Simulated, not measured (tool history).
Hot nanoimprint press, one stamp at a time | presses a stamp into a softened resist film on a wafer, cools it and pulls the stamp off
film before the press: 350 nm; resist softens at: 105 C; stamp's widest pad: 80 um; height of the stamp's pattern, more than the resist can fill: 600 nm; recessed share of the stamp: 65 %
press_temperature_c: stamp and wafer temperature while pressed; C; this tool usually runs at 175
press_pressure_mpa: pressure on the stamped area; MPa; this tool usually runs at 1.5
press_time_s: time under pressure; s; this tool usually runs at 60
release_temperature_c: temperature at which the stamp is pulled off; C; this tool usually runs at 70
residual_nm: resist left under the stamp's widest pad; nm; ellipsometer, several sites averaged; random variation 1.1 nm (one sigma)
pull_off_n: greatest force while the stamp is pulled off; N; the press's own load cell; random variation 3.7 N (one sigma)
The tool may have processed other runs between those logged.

run 1 day=0 | press_temperature_c=175 press_pressure_mpa=1.5 press_time_s=60 release_temperature_c=70 | residual_nm=205.9 pull_off_n=189
run 2 day=0.3 | press_temperature_c=175 press_pressure_mpa=1.5 press_time_s=60 release_temperature_c=70 | residual_nm=207.2 pull_off_n=190
run 3 day=0.933 | press_temperature_c=175 press_pressure_mpa=2.22 press_time_s=60 release_temperature_c=70 | residual_nm=169.2 pull_off_n=194
run 4 day=1.596 | press_temperature_c=175 press_pressure_mpa=1.4 press_time_s=60 release_temperature_c=70 | residual_nm=212.7 pull_off_n=198
run 5 day=2.133 | press_temperature_c=175 press_pressure_mpa=1.4 press_time_s=60 release_temperature_c=70 | residual_nm=213.7 pull_off_n=199
run 6 day=2.775 | press_temperature_c=175 press_pressure_mpa=1.4 press_time_s=60 release_temperature_c=70 | residual_nm=214.3 pull_off_n=195
run 7 day=3.217 | press_temperature_c=175 press_pressure_mpa=1.4 press_time_s=60 release_temperature_c=70 | residual_nm=212 pull_off_n=194
run 8 day=3.85 | press_temperature_c=175 press_pressure_mpa=1.4 press_time_s=60 release_temperature_c=70 | residual_nm=213.4 pull_off_n=193
run 9 day=4.329 | press_temperature_c=175 press_pressure_mpa=1.5 press_time_s=67 release_temperature_c=70 | residual_nm=200.4 pull_off_n=203
run 10 day=4.642 | press_temperature_c=175 press_pressure_mpa=1.5 press_time_s=67 release_temperature_c=70 | residual_nm=198.4 pull_off_n=198
run 11 day=5.162 | press_temperature_c=175 press_pressure_mpa=1.5 press_time_s=60 release_temperature_c=70 | residual_nm=207.9 pull_off_n=191
run 12 day=5.483 | press_temperature_c=175 press_pressure_mpa=1.5 press_time_s=60 release_temperature_c=75 | residual_nm=205 pull_off_n=188
run 13 day=5.888 | press_temperature_c=175 press_pressure_mpa=2.24 press_time_s=60 release_temperature_c=70 | residual_nm=167 pull_off_n=196
run 14 day=6.225 | press_temperature_c=175 press_pressure_mpa=2.24 press_time_s=60 release_temperature_c=70 | residual_nm=167.1 pull_off_n=196
run 15 day=6.742 | press_temperature_c=175 press_pressure_mpa=2.24 press_time_s=77 release_temperature_c=70 | residual_nm=155.1 pull_off_n=196
run 16 day=7.342 | press_temperature_c=175 press_pressure_mpa=1.76 press_time_s=115 release_temperature_c=67 | residual_nm=156.5 pull_off_n=207
run 17 day=7.762 | press_temperature_c=175 press_pressure_mpa=1.76 press_time_s=115 release_temperature_c=67 | residual_nm=154.5 pull_off_n=210
run 18 day=8.046 | press_temperature_c=175 press_pressure_mpa=1.76 press_time_s=115 release_temperature_c=67 | residual_nm=156.2 pull_off_n=197
run 19 day=8.404 | press_temperature_c=175 press_pressure_mpa=1.5 press_time_s=47 release_temperature_c=63 | residual_nm=222.2 pull_off_n=201
-- day=8.817 stamp cleaned and given a new release coat
run 20 day=9.038 | press_temperature_c=175 press_pressure_mpa=1.5 press_time_s=47 release_temperature_c=63 | residual_nm=218.3 pull_off_n=200
run 21 day=9.583 | press_temperature_c=165 press_pressure_mpa=2.23 press_time_s=47 release_temperature_c=63 | residual_nm=240.4 pull_off_n=210
run 22 day=10.171 | press_temperature_c=186 press_pressure_mpa=1.86 press_time_s=33 release_temperature_c=63 | residual_nm=166.7 pull_off_n=212
run 23 day=10.7 | press_temperature_c=186 press_pressure_mpa=1.23 press_time_s=33 release_temperature_c=58 | residual_nm=205.7 pull_off_n=208
run 24 day=11.233 | press_temperature_c=175 press_pressure_mpa=1.79 press_time_s=60 release_temperature_c=58 | residual_nm=189.6 pull_off_n=216
run 25 day=11.9 | press_temperature_c=168 press_pressure_mpa=1.5 press_time_s=100 release_temperature_c=70 | residual_nm=215.8 pull_off_n=197
run 26 day=12.271 | press_temperature_c=168 press_pressure_mpa=1.5 press_time_s=100 release_temperature_c=70 | residual_nm=217.9 pull_off_n=194
run 27 day=12.696 | press_temperature_c=176 press_pressure_mpa=1.66 press_time_s=100 release_temperature_c=68 | residual_nm=164.1 pull_off_n=200
run 28 day=13.379 | press_temperature_c=176 press_pressure_mpa=1.66 press_time_s=100 release_temperature_c=68 | residual_nm=162.4 pull_off_n=199
run 29 day=14.05 | press_temperature_c=176 press_pressure_mpa=0.99 press_time_s=45 release_temperature_c=68 | residual_nm=259.6 pull_off_n=199

5 options for the next run, each taken on its own from the tool as it stands now. Forecast them:
run A day=14.692 | press_temperature_c=172 press_pressure_mpa=2.11 press_time_s=60 release_temperature_c=56 | residual_nm=? pull_off_n=?
run B day=14.692 | press_temperature_c=175 press_pressure_mpa=1.02 press_time_s=95 release_temperature_c=70 | residual_nm=? pull_off_n=?
run C day=14.692 | press_temperature_c=172 press_pressure_mpa=0.99 press_time_s=102 release_temperature_c=56 | residual_nm=? pull_off_n=?
run D day=14.692 | press_temperature_c=175 press_pressure_mpa=1.33 press_time_s=56 release_temperature_c=68 | residual_nm=? pull_off_n=?
run E day=14.692 | press_temperature_c=175 press_pressure_mpa=2.27 press_time_s=60 release_temperature_c=76 | residual_nm=? pull_off_n=?

run=A residual_nm=188.9 pull_off_n=222
run=B residual_nm=219.5 pull_off_n=197
run=C residual_nm=234.8 pull_off_n=217
run=D residual_nm=221 pull_off_n=198
run=E residual_nm=165.3 pull_off_n=182
Without the tool's hidden state the same runs would have given:
run=A residual_nm=189 pull_off_n=222
run=B residual_nm=219.6 pull_off_n=196
run=C residual_nm=234.9 pull_off_n=216
run=D residual_nm=221.1 pull_off_n=198
run=E residual_nm=165.4 pull_off_n=182

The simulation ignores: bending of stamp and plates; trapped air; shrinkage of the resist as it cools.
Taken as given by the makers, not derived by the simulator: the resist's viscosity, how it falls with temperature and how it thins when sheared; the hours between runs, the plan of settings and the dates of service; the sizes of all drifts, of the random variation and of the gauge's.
